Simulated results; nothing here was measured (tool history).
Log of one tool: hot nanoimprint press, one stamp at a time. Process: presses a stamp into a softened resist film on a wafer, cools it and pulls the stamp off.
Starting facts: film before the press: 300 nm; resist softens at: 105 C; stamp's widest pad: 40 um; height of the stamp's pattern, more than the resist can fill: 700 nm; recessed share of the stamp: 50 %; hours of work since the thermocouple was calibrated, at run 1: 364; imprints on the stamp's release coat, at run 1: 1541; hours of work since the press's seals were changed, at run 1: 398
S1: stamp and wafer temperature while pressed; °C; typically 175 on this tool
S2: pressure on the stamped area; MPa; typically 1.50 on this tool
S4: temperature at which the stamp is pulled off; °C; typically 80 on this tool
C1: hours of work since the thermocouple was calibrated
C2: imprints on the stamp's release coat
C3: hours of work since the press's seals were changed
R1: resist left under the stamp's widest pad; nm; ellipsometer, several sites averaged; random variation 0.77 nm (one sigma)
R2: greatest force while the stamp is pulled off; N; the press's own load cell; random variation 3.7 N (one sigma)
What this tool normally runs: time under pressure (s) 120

{"run": 1, "hour": 0.0, "S1": 175, "S2": 1.5, "time under pressure (s)": 120, "S4": 80, "C1": 364, "C2": 1541, "C3": 398, "R1": 183.3, "R2": 275}
{"hour": 7.5, "done": "stamp cleaned and given a new release coat"}
{"run": 2, "hour": 27.1, "S1": 175, "S2": 1.5, "time under pressure (s)": 120, "S4": 81, "C1": 375, "C2": 63, "C3": 409, "R1": 183.1, "R2": 184}
{"run": 3, "hour": 40.5, "S1": 175, "S2": 1.5, "time under pressure (s)": 120, "S4": 81, "C1": 383, "C2": 106, "C3": 417, "R1": 183.6, "R2": 179}
{"run": 4, "hour": 68.6, "S1": 175, "S2": 1.5, "time under pressure (s)": 120, "S4": 81, "C1": 398, "C2": 196, "C3": 432, "R1": 184.6, "R2": 188}
{"run": 5, "hour": 98.0, "S1": 175, "S2": 1.5, "time under pressure (s)": 120, "S4": 81, "C1": 414, "C2": 291, "C3": 448, "R1": 184.8, "R2": 196}
{"run": 6, "hour": 114.3, "S1": 175, "S2": 1.5, "time under pressure (s)": 120, "S4": 80, "C1": 423, "C2": 343, "C3": 457, "R1": 184.5, "R2": 207}
{"run": 7, "hour": 145.9, "S1": 175, "S2": 1.5, "time under pressure (s)": 120, "S4": 80, "C1": 440, "C2": 445, "C3": 474, "R1": 186.1, "R2": 202}
{"run": 8, "hour": 161.0, "S1": 175, "S2": 1.5, "time under pressure (s)": 143, "S4": 80, "C1": 448, "C2": 493, "C3": 482, "R1": 174.3, "R2": 210}
{"run": 9, "hour": 176.9, "S1": 175, "S2": 1.5, "time under pressure (s)": 143, "S4": 80, "C1": 457, "C2": 544, "C3": 491, "R1": 175.2, "R2": 214}
{"run": 10, "hour": 199.4, "S1": 175, "S2": 1.5, "time under pressure (s)": 120, "S4": 80, "C1": 469, "C2": 616, "C3": 503, "R1": 186.1, "R2": 224}
{"run": 11, "hour": 216.9, "S1": 175, "S2": 1.5, "time under pressure (s)": 120, "S4": 80, "C1": 478, "C2": 672, "C3": 512, "R1": 185.9, "R2": 225}
{"run": 12, "hour": 246.0, "S1": 175, "S2": 1.5, "time under pressure (s)": 120, "S4": 80, "C1": 494, "C2": 766, "C3": 528, "R1": 185.8, "R2": 229}
{"hour": 251.8, "done": "plate thermocouple calibrated"}
{"run": 13, "hour": 269.2, "S1": 175, "S2": 1.5, "time under pressure (s)": 120, "S4": 80, "C1": 9, "C2": 831, "C3": 539, "R1": 188.0, "R2": 240}
{"run": 14, "hour": 300.3, "S1": 175, "S2": 1.5, "time under pressure (s)": 120, "S4": 80, "C1": 26, "C2": 931, "C3": 556, "R1": 189.6, "R2": 240}
{"run": 15, "hour": 315.0, "S1": 175, "S2": 1.5, "time under pressure (s)": 120, "S4": 80, "C1": 34, "C2": 978, "C3": 564, "R1": 188.4, "R2": 249}
{"hour": 330.8, "done": "plate thermocouple calibrated, once more"}
{"run": 16, "hour": 341.3, "S1": 175, "S2": 1.5, "time under pressure (s)": 120, "S4": 65, "C1": 6, "C2": 1053, "C3": 577, "R1": 174.8, "R2": 338}
{"run": 17, "hour": 364.1, "S1": 187, "S2": 0.94, "time under pressure (s)": 88, "S4": 65, "C1": 18, "C2": 1126, "C3": 589, "R1": 132.7, "R2": 339}
{"run": 18, "hour": 385.1, "S1": 187, "S2": 0.94, "time under pressure (s)": 88, "S4": 65, "C1": 29, "C2": 1194, "C3": 600, "R1": 132.4, "R2": 347}
{"run": 19, "hour": 416.1, "S1": 187, "S2": 0.94, "time under pressure (s)": 88, "S4": 65, "C1": 46, "C2": 1293, "C3": 617, "R1": 134.2, "R2": 361}
{"run": 20, "hour": 434.3, "S1": 181, "S2": 1.5, "time under pressure (s)": 210, "S4": 80, "C1": 56, "C2": 1352, "C3": 627, "R1": 103.3, "R2": 258}
{"run": 21, "hour": 461.7, "S1": 165, "S2": 1.5, "time under pressure (s)": 196, "S4": 80, "C1": 71, "C2": 1440, "C3": 642, "R1": 231.0, "R2": 264}
{"run": 22, "hour": 489.3, "S1": 165, "S2": 1.5, "time under pressure (s)": 235, "S4": 81, "C1": 86, "C2": 1528, "C3": 657, "R1": 224.6, "R2": 268}
{"hour": 500.2, "done": "stamp cleaned and given a new release coat"}
{"run": 23, "hour": 508.3, "S1": 175, "S2": 1.97, "time under pressure (s)": 67, "S4": 80, "C1": 93, "C2": 26, "C3": 664, "R1": 191.0, "R2": 177}
{"run": 24, "hour": 535.6, "S1": 175, "S2": 1.97, "time under pressure (s)": 67, "S4": 80, "C1": 108, "C2": 114, "C3": 679, "R1": 193.6, "R2": 187}
{"run": 25, "hour": 566.3, "S1": 175, "S2": 1.97, "time under pressure (s)": 67, "S4": 80, "C1": 124, "C2": 212, "C3": 695, "R1": 193.1, "R2": 187}
{"run": 26, "hour": 589.7, "S1": 177, "S2": 1.19, "time under pressure (s)": 67, "S4": 86, "C1": 137, "C2": 287, "C3": 708, "R1": 208.6, "R2": 159}
{"run": 27, "hour": 613.9, "S1": 175, "S2": 1.5, "time under pressure (s)": 81, "S4": 83, "C1": 150, "C2": 365, "C3": 721, "R1": 198.8, "R2": 179}
{"run": 28, "hour": 639.4, "S1": 175, "S2": 1.5, "time under pressure (s)": 81, "S4": 83, "C1": 164, "C2": 447, "C3": 735, "R1": 199.1, "R2": 183}
{"run": 29, "hour": 652.4, "S1": 175, "S2": 1.5, "time under pressure (s)": 81, "S4": 83, "C1": 171, "C2": 489, "C3": 742, "R1": 197.7, "R2": 188}

Alternative continuations, all from the tool just after run 29; predict every row:
{"run": "A", "hour": 680.2, "S1": 175, "S2": 1.5, "time under pressure (s)": 204, "S4": 83, "C1": 186, "C2": 578, "C3": 757, "R1": "?", "R2": "?"}
{"run": "B", "hour": 680.2, "S1": 175, "S2": 1.5, "time under pressure (s)": 62, "S4": 80, "C1": 186, "C2": 578, "C3": 757, "R1": "?", "R2": "?"}
{"run": "C", "hour": 680.2, "S1": 181, "S2": 1.5, "time under pressure (s)": 81, "S4": 83, "C1": 186, "C2": 578, "C3": 757, "R1": "?", "R2": "?"}
{"run": "D", "hour": 680.2, "S1": 170, "S2": 1.5, "time under pressure (s)": 120, "S4": 80, "C1": 186, "C2": 578, "C3": 757, "R1": "?", "R2": "?"}

run=A R1=148.4 R2=193
run=B R1=214.5 R2=209
run=C R1=153.8 R2=191
run=D R1=219.1 R2=216
Without the tool's unlogged condition, the same runs would have read:
run=A R1=143.9 R2=162
run=B R1=210.1 R2=175
run=C R1=149.3 R2=160
run=D R1=214.7 R2=181

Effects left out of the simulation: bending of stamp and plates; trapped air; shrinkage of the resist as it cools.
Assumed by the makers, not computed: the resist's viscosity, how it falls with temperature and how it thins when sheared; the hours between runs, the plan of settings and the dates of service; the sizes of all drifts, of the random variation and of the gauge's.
